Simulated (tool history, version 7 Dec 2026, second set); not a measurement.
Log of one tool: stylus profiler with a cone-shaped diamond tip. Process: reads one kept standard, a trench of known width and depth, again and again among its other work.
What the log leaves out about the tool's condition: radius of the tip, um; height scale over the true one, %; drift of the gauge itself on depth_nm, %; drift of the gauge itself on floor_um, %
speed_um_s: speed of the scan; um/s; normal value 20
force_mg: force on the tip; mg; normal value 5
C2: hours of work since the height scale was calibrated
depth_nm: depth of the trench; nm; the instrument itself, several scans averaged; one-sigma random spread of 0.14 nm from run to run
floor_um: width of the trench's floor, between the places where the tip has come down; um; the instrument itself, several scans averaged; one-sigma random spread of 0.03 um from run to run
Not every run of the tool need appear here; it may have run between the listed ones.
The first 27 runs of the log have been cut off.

Run 28, day 18.475: usual settings but force_mg 9.61 mg; scans with this tip 2600; C2 297. Result: depth_nm 514.66 nm, floor_um 16.51 um.
Run 29, day 19.233: usual settings but force_mg 9.61 mg; scans with this tip 2701; C2 308. Result: depth_nm 514.73 nm, floor_um 16.53 um.
Run 30, day 19.888: usual settings but speed_um_s 56 um/s, force_mg 2.55 mg; scans with this tip 2787; C2 318. Result: depth_nm 505.79 nm, floor_um 16.29 um.
Run 31, day 20.512: usual settings but speed_um_s 6 um/s, force_mg 13.47 mg; scans with this tip 2871; C2 328. Result: depth_nm 518.48 nm, floor_um 16.52 um.
Run 32, day 21.204: usual settings but speed_um_s 6 um/s, force_mg 3.6 mg; scans with this tip 2962; C2 338. Result: depth_nm 507.07 nm, floor_um 16.51 um.
Run 33, day 21.875: usual settings but speed_um_s 35 um/s, force_mg 2.72 mg; scans with this tip 3052; C2 348. Result: depth_nm 505.89 nm, floor_um 16.37 um.
Run 34, day 22.638: usual settings but speed_um_s 9 um/s, force_mg 9.21 mg; scans with this tip 3153; C2 360. Result: depth_nm 514.29 nm, floor_um 16.47 um.
Run 35, day 23.546: usual settings but speed_um_s 36 um/s, force_mg 1.77 mg; scans with this tip 3273; C2 374. Result: depth_nm 504.03 nm, floor_um 16.31 um.
Run 36, day 24.117: usual settings but force_mg 7.88 mg; scans with this tip 3349; C2 382. Result: depth_nm 512.41 nm, floor_um 16.42 um.
Run 37, day 24.842: usual settings but speed_um_s 7 um/s, force_mg 4.55 mg; scans with this tip 3445; C2 393. Result: depth_nm 508.21 nm, floor_um 16.41 um.
Run 38, day 25.475: usual settings but speed_um_s 13 um/s, force_mg 2.63 mg; scans with this tip 3530; C2 403. Result: depth_nm 505.51 nm, floor_um 16.37 um.
Run 39, day 26.308: usual settings but speed_um_s 13 um/s, force_mg 2.63 mg; scans with this tip 3640; C2 415. Result: depth_nm 505.79 nm, floor_um 16.32 um.
Run 40, day 27.175: usual settings but speed_um_s 15 um/s, force_mg 2.37 mg; scans with this tip 3755; C2 429. Result: depth_nm 504.98 nm, floor_um 16.43 um.
Run 41, day 28.092: usual settings but speed_um_s 15 um/s, force_mg 2.37 mg; scans with this tip 3877; C2 442. Result: depth_nm 505.18 nm, floor_um 16.33 um.
Run 42, day 28.904: usual settings but speed_um_s 15 um/s, force_mg 2.37 mg; scans with this tip 3985; C2 455. Result: depth_nm 505.01 nm, floor_um 16.27 um.
Run 43, day 29.312: usual settings but speed_um_s 15 um/s, force_mg 2.37 mg; scans with this tip 4039; C2 461. Result: depth_nm 505.07 nm, floor_um 16.27 um.
Run 44, day 29.892: usual settings but speed_um_s 15 um/s, force_mg 2.37 mg; scans with this tip 4116; C2 470. Result: depth_nm 505.11 nm, floor_um 16.28 um.
Run 45, day 30.658: usual settings but speed_um_s 9 um/s, force_mg 1.7 mg; scans with this tip 4218; C2 481. Result: depth_nm 504 nm, floor_um 16.3 um.
Run 46, day 31.558: usual settings but force_mg 8.71 mg; scans with this tip 4337; C2 495. Result: depth_nm 513.28 nm, floor_um 16.21 um.
Run 47, day 32.071: usual settings but speed_um_s 16 um/s, force_mg 3.56 mg; scans with this tip 4405; C2 503. Result: depth_nm 507.06 nm, floor_um 16.25 um.

Predict each of these 4 candidate next runs independently; none follows another, all start after run 47:
Run A, day 33.038: usual settings but speed_um_s 21 um/s, force_mg 1.69 mg; scans with this tip 4534; C2 517. Result: depth_nm ?, floor_um ?.
Run B, day 33.038: usual settings but speed_um_s 7 um/s; scans with this tip 4534; C2 517. Result: depth_nm ?, floor_um ?.
Run C, day 33.038: usual settings but speed_um_s 43 um/s, force_mg 10.23 mg; scans with this tip 4534; C2 517. Result: depth_nm ?, floor_um ?.
Run D, day 33.038: usual settings but speed_um_s 34 um/s, force_mg 3.56 mg; scans with this tip 4534; C2 517. Result: depth_nm ?, floor_um ?.

run  depth_nm  floor_um
  A    503.87     16.16
  B    508.73     16.22
  C    515.05     16.24
  D    507.07     16.18
Had the tool no hidden state, the same runs would have come out as:
run  depth_nm  floor_um
  A    504.82     16.88
  B    509.69     16.94
  C    516.02     16.96
  D    508.02      16.9

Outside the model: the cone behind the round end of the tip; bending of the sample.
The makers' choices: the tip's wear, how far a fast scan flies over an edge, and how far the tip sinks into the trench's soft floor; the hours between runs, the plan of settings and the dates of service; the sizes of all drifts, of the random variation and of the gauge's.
